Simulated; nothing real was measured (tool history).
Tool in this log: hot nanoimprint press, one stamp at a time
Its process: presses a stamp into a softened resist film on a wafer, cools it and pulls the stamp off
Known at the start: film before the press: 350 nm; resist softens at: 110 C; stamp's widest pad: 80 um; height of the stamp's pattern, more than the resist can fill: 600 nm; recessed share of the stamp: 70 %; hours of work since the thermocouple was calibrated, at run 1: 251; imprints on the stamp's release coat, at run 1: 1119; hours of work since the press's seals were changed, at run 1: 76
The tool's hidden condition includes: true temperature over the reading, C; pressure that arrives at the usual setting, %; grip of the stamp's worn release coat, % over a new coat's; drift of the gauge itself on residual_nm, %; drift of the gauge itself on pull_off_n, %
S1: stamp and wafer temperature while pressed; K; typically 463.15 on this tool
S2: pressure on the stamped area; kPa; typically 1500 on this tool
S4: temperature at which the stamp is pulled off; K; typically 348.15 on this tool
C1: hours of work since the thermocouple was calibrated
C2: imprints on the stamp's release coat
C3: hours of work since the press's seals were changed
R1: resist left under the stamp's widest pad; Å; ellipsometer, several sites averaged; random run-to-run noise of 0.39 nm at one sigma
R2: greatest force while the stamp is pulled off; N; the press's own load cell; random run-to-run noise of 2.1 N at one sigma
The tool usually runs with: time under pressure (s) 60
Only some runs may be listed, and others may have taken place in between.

run 1 day=0.000 | S1=463.15 S2=1500 time_under_pressure_(s)=60 S4=348.15 | C1=251 C2=1119 C3=76 | R1=1808 R2=85
run 2 day=1.317 | S1=467.15 S2=1500 time_under_pressure_(s)=60 S4=348.15 | C1=274 C2=1249 C3=99 | R1=1661 R2=92
run 3 day=2.367 | S1=463.15 S2=960 time_under_pressure_(s)=60 S4=348.15 | C1=292 C2=1352 C3=118 | R1=2174 R2=93
run 4 day=3.800 | S1=463.15 S2=1650 time_under_pressure_(s)=60 S4=348.15 | C1=318 C2=1493 C3=143 | R1=1738 R2=95
run 5 day=5.554 | S1=463.15 S2=1500 time_under_pressure_(s)=60 S4=348.15 | C1=349 C2=1666 C3=174 | R1=1815 R2=96
run 6 day=6.588 | S1=463.15 S2=1490 time_under_pressure_(s)=60 S4=348.15 | C1=367 C2=1768 C3=192 | R1=1820 R2=92
run 7 day=8.654 | S1=463.15 S2=1500 time_under_pressure_(s)=60 S4=348.15 | C1=403 C2=1971 C3=228 | R1=1818 R2=92
run 8 day=10.371 | S1=463.15 S2=1500 time_under_pressure_(s)=60 S4=339.15 | C1=433 C2=2141 C3=259 | R1=1809 R2=116
-- day=10.788 stamp cleaned and given a new release coat
run 9 day=12.775 | S1=463.15 S2=1890 time_under_pressure_(s)=60 S4=339.15 | C1=471 C2=196 C3=297 | R1=1629 R2=114

Forecast run 10:
-- day=13.079 plate thermocouple calibrated
run 10 day=14.092 | S1=463.15 S2=1890 time_under_pressure_(s)=60 S4=339.15 | C1=18 C2=313 C3=318 | R1=? R2=?

R1: 1632 Å
R2: 114 N
If the tool had no hidden condition, the same run with the same run-to-run variation would have returned R1 1622 Å, R2 114 N.
